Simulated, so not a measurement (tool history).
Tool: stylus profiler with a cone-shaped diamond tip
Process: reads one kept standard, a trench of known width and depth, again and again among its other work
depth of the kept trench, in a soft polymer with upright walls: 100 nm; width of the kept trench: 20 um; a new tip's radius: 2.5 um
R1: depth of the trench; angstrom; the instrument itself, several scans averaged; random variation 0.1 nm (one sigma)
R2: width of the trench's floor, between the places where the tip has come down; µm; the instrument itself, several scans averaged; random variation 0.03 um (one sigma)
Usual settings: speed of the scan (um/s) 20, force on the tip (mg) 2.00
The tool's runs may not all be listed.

Run 1, hour 0.0: usual settings. Result: R1 1013.4 angstrom, R2 18.47 µm.
Run 2, hour 8.8: usual settings. Result: R1 1011.4 angstrom, R2 18.42 µm.
Run 3, hour 20.5: usual settings. Result: R1 1012.4 angstrom, R2 18.43 µm.
Run 4, hour 28.7: usual settings. Result: R1 1009.8 angstrom, R2 18.45 µm.
Run 5, hour 35.7: usual settings. Result: R1 1010.4 angstrom, R2 18.48 µm.
Run 6, hour 42.6: usual settings. Result: R1 1008.8 angstrom, R2 18.47 µm.
Run 7, hour 49.8: usual settings. Result: R1 1011.7 angstrom, R2 18.48 µm.
Run 8, hour 58.7: usual settings. Result: R1 1011.4 angstrom, R2 18.50 µm.
Run 9, hour 68.2: usual settings but force on the tip (mg) 4.17. Result: R1 1018.8 angstrom, R2 18.49 µm.
Run 10, hour 78.6: usual settings but force on the tip (mg) 4.17. Result: R1 1017.6 angstrom, R2 18.51 µm.
Run 11, hour 87.0: usual settings but force on the tip (mg) 4.17. Result: R1 1017.7 angstrom, R2 18.51 µm.
Run 12, hour 99.9: usual settings. Result: R1 1010.7 angstrom, R2 18.47 µm.
Run 13, hour 113.7: usual settings but force on the tip (mg) 1.55. Result: R1 1010.6 angstrom, R2 18.44 µm.
Run 14, hour 120.8: usual settings but force on the tip (mg) 3.86. Result: R1 1018.9 angstrom, R2 18.49 µm.
Run 15, hour 135.1: usual settings but force on the tip (mg) 4.91. Result: R1 1019.5 angstrom, R2 18.48 µm.
Run 16, hour 146.2: usual settings. Result: R1 1011.0 angstrom, R2 18.47 µm.
Run 17, hour 157.5: usual settings. Result: R1 1010.1 angstrom, R2 18.48 µm.
Run 18, hour 170.1: usual settings but force on the tip (mg) 3.92. Result: R1 1016.5 angstrom, R2 18.51 µm.
Run 19, hour 180.5: usual settings but force on the tip (mg) 1.50. Result: R1 1008.5 angstrom, R2 18.43 µm.
Run 20, hour 193.8: usual settings. Result: R1 1011.4 angstrom, R2 18.43 µm.
Run 21, hour 206.2: usual settings. Result: R1 1012.5 angstrom, R2 18.43 µm.
Run 22, hour 214.8: usual settings. Result: R1 1012.0 angstrom, R2 18.38 µm.
Run 23, hour 221.7: usual settings. Result: R1 1010.8 angstrom, R2 18.46 µm.
Run 24, hour 235.4: usual settings. Result: R1 1009.9 angstrom, R2 18.47 µm.
Run 25, hour 248.1: usual settings but speed of the scan (um/s) 42, force on the tip (mg) 1.39. Result: R1 1009.2 angstrom, R2 18.24 µm.
Run 26, hour 263.2: usual settings but speed of the scan (um/s) 13, force on the tip (mg) 1.21. Result: R1 1005.5 angstrom, R2 18.52 µm.
Run 27, hour 277.2: usual settings but speed of the scan (um/s) 13, force on the tip (mg) 1.21. Result: R1 1008.0 angstrom, R2 18.49 µm.
Run 28, hour 283.4: usual settings but speed of the scan (um/s) 6, force on the tip (mg) 4.17. Result: R1 1017.9 angstrom, R2 18.61 µm.
Run 29, hour 293.0: usual settings but speed of the scan (um/s) 13, force on the tip (mg) 3.42. Result: R1 1016.1 angstrom, R2 18.52 µm.
Run 30, hour 303.6: usual settings but speed of the scan (um/s) 25, force on the tip (mg) 1.66. Result: R1 1011.2 angstrom, R2 18.40 µm.
Run 31, hour 313.3: usual settings but speed of the scan (um/s) 16, force on the tip (mg) 2.12. Result: R1 1009.4 angstrom, R2 18.51 µm.
Run 32, hour 320.2: usual settings but speed of the scan (um/s) 16, force on the tip (mg) 2.12. Result: R1 1012.1 angstrom, R2 18.49 µm.
Run 33, hour 331.5: usual settings but speed of the scan (um/s) 16, force on the tip (mg) 2.12. Result: R1 1010.5 angstrom, R2 18.42 µm.
Run 34, hour 339.0: usual settings but speed of the scan (um/s) 25, force on the tip (mg) 0.88. Result: R1 1006.6 angstrom, R2 18.36 µm.
Run 35, hour 352.4: usual settings but speed of the scan (um/s) 25, force on the tip (mg) 0.88. Result: R1 1005.6 angstrom, R2 18.34 µm.
Run 36, hour 367.1: usual settings but speed of the scan (um/s) 10, force on the tip (mg) 2.85. Result: R1 1014.9 angstrom, R2 18.53 µm.

Run 37 comes next. What will it give?
Run 37, hour 379.4: usual settings but speed of the scan (um/s) 13, force on the tip (mg) 4.21. Result: R1 ?, R2 ?.

R1: 1019.0 angstrom
R2: 18.53 µm
Without the tool's hidden state the same run would have given R1 1019.0 angstrom, R2 18.54 µm.

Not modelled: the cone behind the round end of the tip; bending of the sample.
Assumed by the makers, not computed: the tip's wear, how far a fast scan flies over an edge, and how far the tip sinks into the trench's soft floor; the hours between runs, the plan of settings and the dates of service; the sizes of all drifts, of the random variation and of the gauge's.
